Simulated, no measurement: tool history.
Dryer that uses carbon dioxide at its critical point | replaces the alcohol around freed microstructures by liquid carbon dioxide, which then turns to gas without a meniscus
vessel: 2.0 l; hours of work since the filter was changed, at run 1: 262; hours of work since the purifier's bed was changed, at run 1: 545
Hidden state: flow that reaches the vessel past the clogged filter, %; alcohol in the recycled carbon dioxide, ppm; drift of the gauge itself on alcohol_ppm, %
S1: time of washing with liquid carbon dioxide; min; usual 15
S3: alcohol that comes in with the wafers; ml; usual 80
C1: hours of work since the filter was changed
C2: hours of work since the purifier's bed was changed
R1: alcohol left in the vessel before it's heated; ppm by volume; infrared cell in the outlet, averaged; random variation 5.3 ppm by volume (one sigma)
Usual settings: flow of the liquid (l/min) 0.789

Run 1, hour 0.0: usual settings; C1 262; C2 545. Result: R1 244 ppm by volume.
At hour 4.4: inlet filter changed.
Run 2, hour 41.0: usual settings; C1 18; C2 565. Result: R1 160 ppm by volume.
Run 3, hour 78.0: usual settings; C1 37; C2 584. Result: R1 163 ppm by volume.
Run 4, hour 116.7: usual settings; C1 57; C2 603. Result: R1 176 ppm by volume.
Run 5, hour 143.5: usual settings but S1 11 min; C1 70; C2 617. Result: R1 681 ppm by volume.
Run 6, hour 177.0: usual settings but S3 83 ml; C1 87; C2 634. Result: R1 187 ppm by volume.
Run 7, hour 215.3: usual settings but flow of the liquid (l/min) 0.648, S3 83 ml; C1 106; C2 653. Result: R1 470 ppm by volume.
Run 8, hour 258.7: usual settings but flow of the liquid (l/min) 0.648, S3 83 ml; C1 128; C2 675. Result: R1 475 ppm by volume.
Run 9, hour 284.1: usual settings but S1 14 min; C1 141; C2 688. Result: R1 277 ppm by volume.
Run 10, hour 319.4: usual settings but S1 14 min; C1 159; C2 706. Result: R1 291 ppm by volume.
Run 11, hour 361.1: usual settings but S1 14 min; C1 180; C2 727. Result: R1 296 ppm by volume.
Run 12, hour 381.6: usual settings but S1 14 min; C1 190; C2 737. Result: R1 300 ppm by volume.
Run 13, hour 410.0: usual settings but S1 11 min; C1 204; C2 751. Result: R1 836 ppm by volume.
Run 14, hour 453.3: usual settings but S3 101 ml; C1 226; C2 773. Result: R1 296 ppm by volume.
Run 15, hour 493.2: usual settings but S3 101 ml; C1 246; C2 793. Result: R1 300 ppm by volume.
Run 16, hour 515.8: usual settings but S3 101 ml; C1 258; C2 805. Result: R1 316 ppm by volume.
At hour 528.4: inlet filter changed.
Run 17, hour 559.3: usual settings but S3 101 ml; C1 16; C2 826. Result: R1 191 ppm by volume.
Run 18, hour 582.1: usual settings but S1 12 min, S3 95 ml; C1 27; C2 838. Result: R1 500 ppm by volume.

The next listed run, before its measurement:
Run 19, hour 626.5: usual settings but S1 12 min, flow of the liquid (l/min) 0.633, S3 28 ml; C1 49; C2 860. Result: R1 ?.

Run 19 gave R1 400 ppm by volume.
Without the tool's hidden state the same run would have given R1 334 ppm by volume.
